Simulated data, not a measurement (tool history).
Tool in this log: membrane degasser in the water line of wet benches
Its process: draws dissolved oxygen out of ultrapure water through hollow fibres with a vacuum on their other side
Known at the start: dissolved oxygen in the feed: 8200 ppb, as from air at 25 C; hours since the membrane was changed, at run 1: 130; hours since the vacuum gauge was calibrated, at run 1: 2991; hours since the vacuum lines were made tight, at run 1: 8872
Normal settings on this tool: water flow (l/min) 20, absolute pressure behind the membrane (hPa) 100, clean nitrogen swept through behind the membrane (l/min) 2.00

| run | day | water flow (l/min) | absolute pressure behind the membrane (hPa) | clean nitrogen swept through behind the membrane (l/min) | hours since the membrane was changed | hours since the vacuum gauge was calibrated | hours since the vacuum lines were made tight | dissolved oxygen in the water behind the degasser (ppb) | pressure that the water loses in the fibres (hPa) |
|---|---|---|---|---|---|---|---|---|---|
| 1 | 0.000 | 20 | 100 | 2.00 | 130 | 2991 | 8872 | 163.9 | 460.5 |
| 2 | 1.850 | 20 | 100 | 5.72 | 175 | 3036 | 8917 | 61.9 | 461.7 |
| 3 | 4.696 | 20 | 100 | 2.00 | 243 | 3104 | 8985 | 164.1 | 465.0 |
| 4 | 6.183 | 20 | 127 | 2.00 | 279 | 3140 | 9021 | 224.4 | 464.8 |
| 5 | 8.233 | 20 | 100 | 4.03 | 328 | 3189 | 9070 | 86.4 | 462.6 |
| 6 | 10.288 | 20 | 100 | 4.03 | 377 | 3238 | 9119 | 85.8 | 462.8 |
| 7 | 11.550 | 20 | 100 | 2.00 | 408 | 3269 | 9150 | 165.5 | 463.3 |
| 8 | 14.383 | 20 | 100 | 2.00 | 476 | 3337 | 9218 | 166.3 | 462.6 |
| 9 | 16.138 | 20 | 100 | 2.00 | 518 | 3379 | 9260 | 164.8 | 465.8 |
| 10 | 18.629 | 26 | 100 | 2.00 | 578 | 3439 | 9319 | 211.4 | 607.4 |
| 11 | 20.292 | 26 | 100 | 2.00 | 617 | 3478 | 9359 | 210.8 | 605.6 |
| 12 | 23.179 | 20 | 100 | 2.00 | 687 | 3548 | 9429 | 166.7 | 464.3 |
| 13 | 25.475 | 20 | 100 | 2.00 | 742 | 3603 | 9484 | 164.9 | 465.0 |
| 14 | 26.879 | 20 | 100 | 2.00 | 776 | 3637 | 9517 | 165.3 | 464.5 |
|  | 27.179 | vacuum gauge calibrated |
| 15 | 29.442 | 20 | 100 | 2.00 | 837 | 54 | 9578 | 167.2 | 461.5 |
| 16 | 32.338 | 20 | 100 | 2.00 | 906 | 124 | 9648 | 166.0 | 461.7 |
| 17 | 34.575 | 20 | 100 | 2.00 | 960 | 177 | 9702 | 165.2 | 462.3 |
| 18 | 37.592 | 20 | 100 | 2.00 | 1032 | 250 | 9774 | 167.9 | 461.8 |
| 19 | 40.175 | 15 | 100 | 1.28 | 1094 | 312 | 9836 | 189.2 | 347.2 |
|  | 41.646 | vacuum gauge calibrated, once more |
| 20 | 42.750 | 20 | 212 | 2.00 | 1155 | 26 | 9897 | 417.1 | 467.9 |
| 21 | 45.433 | 20 | 212 | 2.00 | 1220 | 91 | 9962 | 413.7 | 464.6 |
| 22 | 47.979 | 20 | 212 | 2.00 | 1281 | 152 | 10023 | 408.6 | 464.7 |
| 23 | 50.650 | 26 | 95 | 2.00 | 1345 | 216 | 10087 | 192.7 | 606.7 |
| 24 | 53.696 | 30 | 87 | 2.39 | 1418 | 289 | 10160 | 166.7 | 700.0 |
| 25 | 56.154 | 30 | 87 | 2.39 | 1477 | 348 | 10219 | 166.8 | 702.0 |
| 26 | 58.242 | 19 | 81 | 2.39 | 1527 | 398 | 10269 | 96.5 | 442.3 |
| 27 | 60.271 | 12 | 231 | 3.07 | 1576 | 447 | 10318 | 190.0 | 279.4 |
| 28 | 62.562 | 20 | 125 | 3.34 | 1631 | 502 | 10373 | 137.9 | 465.9 |
| 29 | 64.283 | 20 | 100 | 4.44 | 1672 | 543 | 10414 | 78.2 | 470.8 |
| 30 | 66.292 | 13 | 157 | 5.63 | 1721 | 592 | 10462 | 73.1 | 300.5 |
| 31 | 68.300 | 13 | 157 | 5.63 | 1769 | 640 | 10511 | 73.1 | 304.0 |
| 32 | 69.871 | 22 | 132 | 2.00 | 1806 | 677 | 10548 | 258.2 | 513.6 |
| 33 | 71.192 | 28 | 99 | 3.59 | 1838 | 709 | 10580 | 132.0 | 655.7 |

3 options for the next run, each taken on its own from the tool as it stands now. Forecast them:
| A | 72.679 | 27 | 80 | 0.83 | 1874 | 745 | 10616 | ? | ? |
| B | 72.679 | 21 | 99 | 0.99 | 1874 | 745 | 10616 | ? | ? |
| C | 72.679 | 20 | 71 | 3.63 | 1874 | 745 | 10616 | ? | ? |

| run | dissolved oxygen in the water behind the degasser (ppb) | pressure that the water loses in the fibres (hPa) |
|---|---|---|
| A | 324.3 | 633.8 |
| B | 311.3 | 491.0 |
| C | 55.8 | 467.4 |
Without the tool's hidden state the same runs would have given:
| run | dissolved oxygen in the water behind the degasser (ppb) | pressure that the water loses in the fibres (hPa) |
|---|---|---|
| A | 319.3 | 626.4 |
| B | 306.5 | 485.2 |
| C | 54.1 | 461.9 |
